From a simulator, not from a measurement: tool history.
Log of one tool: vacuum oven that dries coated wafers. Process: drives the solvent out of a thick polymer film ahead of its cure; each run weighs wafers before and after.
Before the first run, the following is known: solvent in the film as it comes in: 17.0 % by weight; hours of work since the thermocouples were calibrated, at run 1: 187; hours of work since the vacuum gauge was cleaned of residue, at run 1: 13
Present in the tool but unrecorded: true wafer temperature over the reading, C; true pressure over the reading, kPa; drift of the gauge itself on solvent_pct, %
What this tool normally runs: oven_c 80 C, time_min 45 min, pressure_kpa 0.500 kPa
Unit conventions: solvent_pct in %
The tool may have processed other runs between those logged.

run   hour  oven_c  time_min  pressure_kpa  hours of work since the thermocouples were calibrated  hours of work since the vacuum gauge was cleaned of residue  solvent_pct
  1    0.0      80        45         0.500                                                    187                                                           13         1.42
  2   49.0      80        45         0.500                                                    214                                                           40         1.40
  3  107.4      80        45         0.595                                                    246                                                           72         1.38
  4  172.1      80        45         0.595                                                    282                                                          108         1.42
  5  244.6      80        45         0.736                                                    323                                                          148         1.46
  6  304.2      71        45         0.500                                                    356                                                          182         2.90
     309.4  -- vacuum gauge cleaned of residue and calibrated
  7  341.0      80        42         0.500                                                    375                                                           18         1.60
  8  373.0      80        45         0.500                                                    393                                                           35         1.39

Run 9 has not been measured yet. What should we expect?
  9  413.4      82        39         0.420                                                    416                                                           58            ?

Logged for run 9: solvent_pct 1.50 %.
Take away the tool's hidden state, keep the run-to-run variation as it was, and the same run would have given solvent_pct 1.48 %.

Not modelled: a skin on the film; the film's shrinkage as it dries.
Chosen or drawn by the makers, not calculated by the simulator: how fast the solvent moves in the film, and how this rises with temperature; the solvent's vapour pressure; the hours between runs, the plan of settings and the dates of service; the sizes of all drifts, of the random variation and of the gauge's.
